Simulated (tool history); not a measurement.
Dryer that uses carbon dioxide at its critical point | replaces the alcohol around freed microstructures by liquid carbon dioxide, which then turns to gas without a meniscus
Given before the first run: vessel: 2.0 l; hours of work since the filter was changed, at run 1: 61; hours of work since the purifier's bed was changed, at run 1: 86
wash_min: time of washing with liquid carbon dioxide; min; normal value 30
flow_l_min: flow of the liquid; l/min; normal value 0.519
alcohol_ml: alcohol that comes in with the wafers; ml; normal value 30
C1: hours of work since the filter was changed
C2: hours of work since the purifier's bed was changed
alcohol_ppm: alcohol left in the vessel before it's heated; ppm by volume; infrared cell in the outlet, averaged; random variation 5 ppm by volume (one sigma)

Run 1, hour 0: usual settings; C1 61; C2 86. Result: alcohol_ppm 57 ppm by volume.
Run 2, hour 10.6: usual settings; C1 65; C2 90. Result: alcohol_ppm 60 ppm by volume.
Run 3, hour 22.5: usual settings; C1 69; C2 94. Result: alcohol_ppm 56 ppm by volume.
Run 4, hour 35.1: usual settings but wash_min 33 min; C1 73; C2 98. Result: alcohol_ppm 67 ppm by volume.
Run 5, hour 46.4: usual settings but flow_l_min 0.635 l/min; C1 77; C2 102. Result: alcohol_ppm 67 ppm by volume.
Run 6, hour 58.6: usual settings but flow_l_min 0.635 l/min; C1 81; C2 106. Result: alcohol_ppm 62 ppm by volume.
Run 7, hour 72.6: usual settings but wash_min 20 min; C1 86; C2 111. Result: alcohol_ppm 176 ppm by volume.
Run 8, hour 79.2: usual settings; C1 88; C2 113. Result: alcohol_ppm 70 ppm by volume.
Run 9, hour 91.7: usual settings; C1 92; C2 117. Result: alcohol_ppm 66 ppm by volume.
Run 10, hour 104.9: usual settings; C1 97; C2 122. Result: alcohol_ppm 75 ppm by volume.
Run 11, hour 111.4: usual settings; C1 99; C2 124. Result: alcohol_ppm 82 ppm by volume.
Run 12, hour 118.8: usual settings; C1 102; C2 126. Result: alcohol_ppm 81 ppm by volume.
Run 13, hour 131.2: usual settings but alcohol_ml 24 ml; C1 106; C2 131. Result: alcohol_ppm 71 ppm by volume.
Run 14, hour 144.7: usual settings but alcohol_ml 24 ml; C1 110; C2 135. Result: alcohol_ppm 83 ppm by volume.
Run 15, hour 154.8: usual settings but alcohol_ml 23 ml; C1 114; C2 139. Result: alcohol_ppm 83 ppm by volume.
Run 16, hour 161.2: usual settings but alcohol_ml 23 ml; C1 116; C2 141. Result: alcohol_ppm 82 ppm by volume.
Run 17, hour 174.6: usual settings but alcohol_ml 23 ml; C1 121; C2 145. Result: alcohol_ppm 76 ppm by volume.
Run 18, hour 188.7: usual settings but alcohol_ml 23 ml; C1 125; C2 150. Result: alcohol_ppm 85 ppm by volume.
Run 19, hour 196.1: usual settings but alcohol_ml 23 ml; C1 128; C2 153. Result: alcohol_ppm 91 ppm by volume.
Run 20, hour 206.6: usual settings but flow_l_min 0.324 l/min, alcohol_ml 23 ml; C1 132; C2 156. Result: alcohol_ppm 237 ppm by volume.
Run 21, hour 216.9: usual settings but flow_l_min 0.324 l/min, alcohol_ml 23 ml; C1 135; C2 160. Result: alcohol_ppm 216 ppm by volume.
Run 22, hour 229.7: usual settings but flow_l_min 0.324 l/min, alcohol_ml 23 ml; C1 139; C2 164. Result: alcohol_ppm 223 ppm by volume.
Run 23, hour 235.7: usual settings; C1 141; C2 166. Result: alcohol_ppm 102 ppm by volume.
Run 24, hour 247.1: usual settings; C1 145; C2 170. Result: alcohol_ppm 96 ppm by volume.
Run 25, hour 256.5: usual settings; C1 148; C2 173. Result: alcohol_ppm 102 ppm by volume.
Run 26, hour 265.6: usual settings; C1 152; C2 176. Result: alcohol_ppm 106 ppm by volume.
Run 27, hour 279.2: usual settings; C1 156; C2 181. Result: alcohol_ppm 109 ppm by volume.
Run 28, hour 287.2: usual settings; C1 159; C2 184. Result: alcohol_ppm 103 ppm by volume.
Run 29, hour 293.9: usual settings but flow_l_min 0.596 l/min; C1 161; C2 186. Result: alcohol_ppm 106 ppm by volume.
Run 30, hour 302.2: usual settings but wash_min 28 min, flow_l_min 0.609 l/min, alcohol_ml 81 ml; C1 164; C2 189. Result: alcohol_ppm 110 ppm by volume.
Run 31, hour 308.3: usual settings but wash_min 29 min, flow_l_min 0.609 l/min, alcohol_ml 81 ml; C1 166; C2 191. Result: alcohol_ppm 97 ppm by volume.
Run 32, hour 320.8: usual settings but wash_min 31 min, alcohol_ml 43 ml; C1 170; C2 195. Result: alcohol_ppm 121 ppm by volume.
Run 33, hour 333.2: usual settings but wash_min 31 min, flow_l_min 0.722 l/min, alcohol_ml 95 ml; C1 175; C2 199. Result: alcohol_ppm 92 ppm by volume.
Run 34, hour 346.1: usual settings but wash_min 22 min, flow_l_min 0.323 l/min, alcohol_ml 21 ml; C1 179; C2 204. Result: alcohol_ppm 544 ppm by volume.
Run 35, hour 355.4: usual settings but wash_min 22 min, flow_l_min 0.323 l/min, alcohol_ml 21 ml; C1 182; C2 207. Result: alcohol_ppm 546 ppm by volume.
Run 36, hour 366.1: usual settings but flow_l_min 0.381 l/min; C1 186; C2 210. Result: alcohol_ppm 187 ppm by volume.
Run 37, hour 379.7: usual settings but flow_l_min 0.381 l/min; C1 190; C2 215. Result: alcohol_ppm 200 ppm by volume.
Run 38, hour 389.5: usual settings but flow_l_min 0.381 l/min; C1 194; C2 218. Result: alcohol_ppm 200 ppm by volume.
Run 39, hour 398.9: usual settings but flow_l_min 0.442 l/min; C1 197; C2 222. Result: alcohol_ppm 148 ppm by volume.
Run 40, hour 413: usual settings but wash_min 41 min, alcohol_ml 23 ml; C1 202; C2 226. Result: alcohol_ppm 116 ppm by volume.
Run 41, hour 419.3: usual settings but wash_min 29 min, flow_l_min 0.715 l/min, alcohol_ml 23 ml; C1 204; C2 229. Result: alcohol_ppm 117 ppm by volume.
Run 42, hour 429.1: usual settings but wash_min 29 min, flow_l_min 0.566 l/min, alcohol_ml 24 ml; C1 207; C2 232. Result: alcohol_ppm 116 ppm by volume.
Run 43, hour 441.5: usual settings but wash_min 29 min, flow_l_min 0.566 l/min, alcohol_ml 24 ml; C1 211; C2 236. Result: alcohol_ppm 133 ppm by volume.
Run 44, hour 448.9: usual settings but wash_min 47 min, flow_l_min 0.566 l/min, alcohol_ml 107 ml; C1 214; C2 239. Result: alcohol_ppm 122 ppm by volume.
Run 45, hour 460: usual settings but wash_min 47 min, flow_l_min 0.566 l/min, alcohol_ml 57 ml; C1 218; C2 242. Result: alcohol_ppm 119 ppm by volume.
Run 46, hour 469.8: usual settings but wash_min 47 min, flow_l_min 0.566 l/min, alcohol_ml 57 ml; C1 221; C2 246. Result: alcohol_ppm 123 ppm by volume.
Run 47, hour 482.1: usual settings but wash_min 47 min, flow_l_min 0.566 l/min, alcohol_ml 57 ml; C1 225; C2 250. Result: alcohol_ppm 118 ppm by volume.

Some steps in alcohol_ppm between neighbouring runs. How much of each would the tool show without its hidden state too (settings, what came in, random variation), and how much is left for the hidden state, with any gauge scatter that isn't in both results?
Hidden state at play: flow that reaches the vessel past the clogged filter, %; alcohol in the recycled carbon dioxide, ppm; drift of the gauge itself on alcohol_ppm, %.
Run 19 -> 20: flow_l_min 0.519 -> 0.324. alcohol_ppm +146 ppm by volume: hidden state +22, all else +124.
Run 33 -> 34: wash_min 31 -> 22, flow_l_min 0.722 -> 0.323, alcohol_ml 95 -> 21. alcohol_ppm +452 ppm by volume: hidden state +69, all else +383.
Run 35 -> 36: wash_min 22 -> 30, flow_l_min 0.323 -> 0.381, alcohol_ml 21 -> 30. alcohol_ppm -359 ppm by volume: hidden state -43, all else -316.
